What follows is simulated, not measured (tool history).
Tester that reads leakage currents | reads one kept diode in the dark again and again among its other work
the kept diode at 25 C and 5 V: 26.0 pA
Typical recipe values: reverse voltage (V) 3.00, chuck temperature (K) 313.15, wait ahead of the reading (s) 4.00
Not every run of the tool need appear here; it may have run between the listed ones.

run    hour  reverse voltage (V)  chuck temperature (K)  wait ahead of the reading (s)  current that the tester gives (pA)
  1     0.0                 3.00                 313.15                           4.00                               72.05
  2   167.4                 3.00                 313.15                           4.00                               71.29
  3   418.3                 3.00                 313.15                           4.00                               70.22
      567.1  -- tester calibrated
  4   642.2                 3.00                 313.15                           4.00                               68.77
  5   822.0                 3.00                 313.15                           4.00                               68.06
  6  1034.3                 3.00                 313.15                           4.00                               67.65
  7  1286.4                 3.00                 313.15                           4.00                               66.53
  8  1475.5                 3.00                 313.15                           4.00                               66.64
  9  1682.2                 3.00                 313.15                           4.00                               65.59
 10  1854.6                 3.00                 313.15                           4.00                               64.99
 11  2113.2                 3.00                 313.15                           4.00                               64.24
 12  2334.7                 3.00                 313.15                           4.00                               63.60
     2447.9  -- chuck's temperature calibrated
 13  2506.0                 3.00                 313.15                           4.00                               56.07
 14  2686.5                 3.00                 313.15                           4.00                               55.76
 15  2810.6                 7.17                 313.15                           4.00                               81.14
 16  3019.8                12.43                 313.15                           4.00                              103.69
     3058.2  -- probe card cleaned and baked
 17  3203.3                12.43                 313.15                           4.00                               94.84
 18  3339.5                 2.37                 313.15                           4.00                               46.98
     3363.0  -- chuck's temperature calibrated, once more
 19  3491.3                 3.00                 313.15                           3.74                               73.10
 20  3616.9                 1.95                 316.15                           1.19                               77.06
 21  3747.7                 1.95                 316.15                           1.19                               76.41
 22  3941.7                 1.95                 316.15                           1.19                               75.66
 23  4182.5                 8.64                 293.15                           9.18                               22.20
 24  4341.8                 3.00                 322.15                           1.23                              140.52
 25  4481.5                 5.66                 311.15                           0.40                               82.85
 26  4635.8                 5.66                 311.15                           0.40                               81.74
 27  4858.0                 4.72                 326.15                           0.82                              222.13
 28  5067.9                 4.72                 326.15                           0.82                              221.08
 29  5195.3                 4.72                 326.15                           0.82                              218.83
     5250.5  -- tester calibrated
 30  5353.0                 4.72                 326.15                           0.82                              213.87
 31  5576.1                 5.74                 328.15                           1.23                              262.93
 32  5691.2                 1.84                 328.15                           4.00                              163.83
 33  5910.1                 3.00                 313.15                           2.80                               64.33
 34  6055.9                16.08                 313.15                           6.71                              132.93
 35  6197.3                16.08                 313.15                           6.71                              131.75
 36  6433.5                 2.08                 329.15                           0.61                              178.30

Selected run-to-run steps in current that the tester gives (pA), each split into two signed amounts: the part the tool would show with no hidden state at all (from settings, incoming material and random variation), and the remainder, which goes to the hidden state together with any gauge scatter not common to the measured and the hidden-state-free results:
Hidden state present: stray current of the dirty probe card, pA a volt; current scale over the true one, %; true chuck temperature over the reading, C; drift of the gauge itself on leakage_pa, %.
Run 17 -> 18: reverse voltage (V) 12.43 -> 2.37. current that the tester gives (pA) -47.86: hidden state +18.30, all else -66.16.
Run 18 -> 19: reverse voltage (V) 2.37 -> 3.00, wait ahead of the reading (s) 4.00 -> 3.74, chuck's temperature calibrated, once more. current that the tester gives (pA) +26.12: hidden state +19.37, all else +6.75.
Run 23 -> 24: reverse voltage (V) 8.64 -> 3.00, chuck temperature (K) 293.15 -> 322.15, wait ahead of the reading (s) 9.18 -> 1.23. current that the tester gives (pA) +118.32: hidden state -6.87, all else +125.19.
Run 26 -> 27: reverse voltage (V) 5.66 -> 4.72, chuck temperature (K) 311.15 -> 326.15, wait ahead of the reading (s) 0.40 -> 0.82. current that the tester gives (pA) +140.39: hidden state -11.37, all else +151.76.
Run 32 -> 33: reverse voltage (V) 1.84 -> 3.00, chuck temperature (K) 328.15 -> 313.15, wait ahead of the reading (s) 4.00 -> 2.80. current that the tester gives (pA) -99.50: hidden state +13.23, all else -112.73.
Run 35 -> 36: reverse voltage (V) 16.08 -> 2.08, chuck temperature (K) 313.15 -> 329.15, wait ahead of the reading (s) 6.71 -> 0.61. current that the tester gives (pA) +46.55: hidden state -17.42, all else +63.97.
